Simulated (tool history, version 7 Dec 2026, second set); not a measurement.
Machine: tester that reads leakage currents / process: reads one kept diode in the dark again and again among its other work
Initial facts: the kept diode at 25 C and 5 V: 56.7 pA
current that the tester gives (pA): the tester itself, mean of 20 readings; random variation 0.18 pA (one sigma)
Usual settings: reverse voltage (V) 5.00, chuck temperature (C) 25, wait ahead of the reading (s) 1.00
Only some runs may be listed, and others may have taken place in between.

run,hour,reverse voltage (V),chuck temperature (C),wait ahead of the reading (s),current that the tester gives (pA)
1,0.0,5.00,25,1.00,59.84
2,29.7,5.00,25,1.00,60.27
3,78.4,5.00,25,1.00,60.23
4,125.7,5.00,25,1.00,60.71
5,147.9,5.00,25,1.00,60.30
6,179.9,5.00,25,1.00,60.66
7,202.7,5.00,25,1.00,60.61
8,248.5,5.00,25,1.00,60.88
9,270.1,11.02,25,1.00,96.53
10,304.4,11.02,25,1.00,97.44
11,355.0,11.02,25,1.00,96.76
12,379.4,11.02,25,1.00,97.61
13,428.9,11.02,25,1.00,97.96
14,476.7,11.02,25,1.00,97.61
15,501.6,11.02,25,1.00,98.50
16,534.3,11.02,25,1.00,98.35
17,560.0,11.02,25,1.00,98.73
18,602.9,11.02,25,1.00,99.01
19,633.4,11.02,25,1.00,98.90
20,680.6,11.02,25,1.00,99.07
21,720.7,11.02,25,1.26,98.52
22,754.6,11.02,25,1.26,98.92
23,794.5,19.57,34,0.88,280.14
24,828.1,14.16,27,0.71,137.26
25,866.5,14.16,27,0.71,137.83
26,903.3,1.21,34,6.82,55.73
27,945.2,4.12,32,8.12,96.85
28,985.1,4.12,32,8.12,96.67
29,1009.4,4.12,32,8.12,96.85
30,1056.6,1.56,32,8.12,55.79
31,1096.7,5.85,25,0.43,72.58
32,1136.0,3.17,25,5.10,47.95
# hour 1146.4: chuck's temperature calibrated
33,1182.4,5.72,25,5.10,63.90
34,1208.1,2.18,25,1.20,36.95
35,1249.9,2.18,25,1.20,37.29
36,1296.8,15.64,47,5.54,610.41
37,1346.4,5.00,40,0.58,192.71
38,1370.9,5.00,58,3.94,679.23
39,1395.6,5.00,58,3.94,680.42
40,1426.7,1.20,23,0.35,23.31

Below, each run's measurement less what the same run would have read without the hidden state. Both values contain the same run-to-run variation, but the gauge's scatter may not be the same in both:
What the log doesn't record here: stray current of the dirty probe card, pA a volt; current scale over the true one, %; true chuck temperature over the reading, C; drift of the gauge itself on leakage_pa, %.
run,current that the tester gives (pA)
1,+1.74
2,+1.84
3,+2.00
4,+2.19
5,+2.23
6,+2.36
7,+2.44
8,+2.62
9,+4.59
10,+4.85
11,+5.09
12,+5.27
13,+5.56
14,+5.80
15,+6.00
16,+6.18
17,+6.35
18,+6.60
19,+6.77
20,+7.05
21,+7.27
22,+7.47
23,+19.10
24,+10.53
25,+10.86
26,+3.73
27,+7.11
28,+7.29
29,+7.42
30,+4.27
31,+6.35
32,+4.34
33,+2.34
34,+1.17
35,+1.26
36,+16.54
37,+5.81
38,+17.19
39,+17.96
40,+0.98

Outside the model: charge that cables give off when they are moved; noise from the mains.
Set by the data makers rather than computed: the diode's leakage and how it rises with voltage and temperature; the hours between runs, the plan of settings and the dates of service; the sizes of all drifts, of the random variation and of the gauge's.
